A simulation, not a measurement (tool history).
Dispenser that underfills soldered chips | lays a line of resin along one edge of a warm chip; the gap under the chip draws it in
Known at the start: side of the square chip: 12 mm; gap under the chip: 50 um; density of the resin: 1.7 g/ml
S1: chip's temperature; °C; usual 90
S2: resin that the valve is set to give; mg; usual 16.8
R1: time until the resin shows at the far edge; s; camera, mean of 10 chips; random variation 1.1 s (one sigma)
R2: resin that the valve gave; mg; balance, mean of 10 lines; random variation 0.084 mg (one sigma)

{"run": 1, "day": 0.0, "S1": 90, "S2": 16.8, "R1": 114.7, "R2": 15.54}
{"run": 2, "day": 0.2, "S1": 90, "S2": 16.8, "R1": 141.7, "R2": 15.44}
{"run": 3, "day": 0.362, "S1": 100, "S2": 16.8, "R1": 115.9, "R2": 15.59}
{"day": 0.525, "done": "dispensing valve cleaned and set on the balance"}
{"day": 0.617, "done": "new syringe of resin"}
{"run": 4, "day": 0.671, "S1": 90, "S2": 16.8, "R1": 113.3, "R2": 16.68}
{"run": 5, "day": 0.929, "S1": 90, "S2": 16.8, "R1": 144, "R2": 16.84}
{"run": 6, "day": 1.088, "S1": 90, "S2": 15.9, "R1": 174.6, "R2": 15.75}
{"day": 1.233, "done": "new syringe of resin"}
{"run": 7, "day": 1.275, "S1": 90, "S2": 16.8, "R1": 108.1, "R2": 16.7}
{"run": 8, "day": 1.458, "S1": 90, "S2": 16.8, "R1": 132.2, "R2": 16.88}
{"run": 9, "day": 1.762, "S1": 90, "S2": 16.8, "R1": 176, "R2": 16.53}
{"day": 1.85, "done": "new syringe of resin"}
{"run": 10, "day": 2.067, "S1": 90, "S2": 16.8, "R1": 128.3, "R2": 16.58}
{"run": 11, "day": 2.354, "S1": 90, "S2": 14.8, "R1": 179.8, "R2": 14.46}
{"day": 2.475, "done": "new syringe of resin"}
{"run": 12, "day": 2.571, "S1": 90, "S2": 14.8, "R1": 120.1, "R2": 14.55}
{"run": 13, "day": 2.704, "S1": 90, "S2": 14.8, "R1": 136.5, "R2": 14.28}
{"run": 14, "day": 2.954, "S1": 90, "S2": 14.8, "R1": 179.4, "R2": 14.45}
{"day": 3.112, "done": "new syringe of resin"}
{"run": 15, "day": 3.154, "S1": 90, "S2": 14.8, "R1": 113.3, "R2": 14.38}
{"run": 16, "day": 3.346, "S1": 90, "S2": 20.1, "R1": 127.7, "R2": 19.34}
{"run": 17, "day": 3.583, "S1": 90, "S2": 20.1, "R1": 162.3, "R2": 19.47}
{"day": 3.738, "done": "new syringe of resin"}
{"run": 18, "day": 3.862, "S1": 90, "S2": 20.1, "R1": 117.1, "R2": 19.39}
{"run": 19, "day": 4.146, "S1": 81, "S2": 16.8, "R1": 224.7, "R2": 16.1}
{"day": 4.371, "done": "new syringe of resin"}
{"run": 20, "day": 4.446, "S1": 81, "S2": 16.8, "R1": 155, "R2": 16.02}
{"run": 21, "day": 4.717, "S1": 80, "S2": 16.8, "R1": 212.2, "R2": 15.95}
{"run": 22, "day": 4.908, "S1": 80, "S2": 16.8, "R1": 259.5, "R2": 15.96}
{"day": 4.992, "done": "new syringe of resin"}
{"run": 23, "day": 5.046, "S1": 99, "S2": 17.1, "R1": 82, "R2": 16.28}
{"run": 24, "day": 5.338, "S1": 99, "S2": 17.1, "R1": 108.8, "R2": 16.21}
{"day": 5.608, "done": "new syringe of resin"}
{"run": 25, "day": 5.608, "S1": 99, "S2": 17.1, "R1": 74.7, "R2": 16.11}
{"run": 26, "day": 5.883, "S1": 90, "S2": 21.4, "R1": 133.8, "R2": 20.01}
{"run": 27, "day": 6.121, "S1": 92, "S2": 16.6, "R1": 162.3, "R2": 15.55}
{"day": 6.225, "done": "new syringe of resin"}
{"run": 28, "day": 6.275, "S1": 92, "S2": 16.6, "R1": 103.4, "R2": 15.46}
{"run": 29, "day": 6.55, "S1": 80, "S2": 17.9, "R1": 209.2, "R2": 16.75}

Forecast each of these 3 alternatives for the next run:
{"run": "A", "day": 6.733, "S1": 80, "S2": 14.3, "R1": "?", "R2": "?"}
{"run": "B", "day": 6.733, "S1": 90, "S2": 18.8, "R1": "?", "R2": "?"}
{"run": "C", "day": 6.733, "S1": 97, "S2": 18.6, "R1": "?", "R2": "?"}

run=A R1=268.9 R2=13.28
run=B R1=171.7 R2=17.63
run=C R1=131.2 R2=17.24
Without the tool's hidden state the same runs would have given:
run=A R1=159.6 R2=14.28
run=B R1=104.1 R2=18.95
run=C R1=79.7 R2=18.53
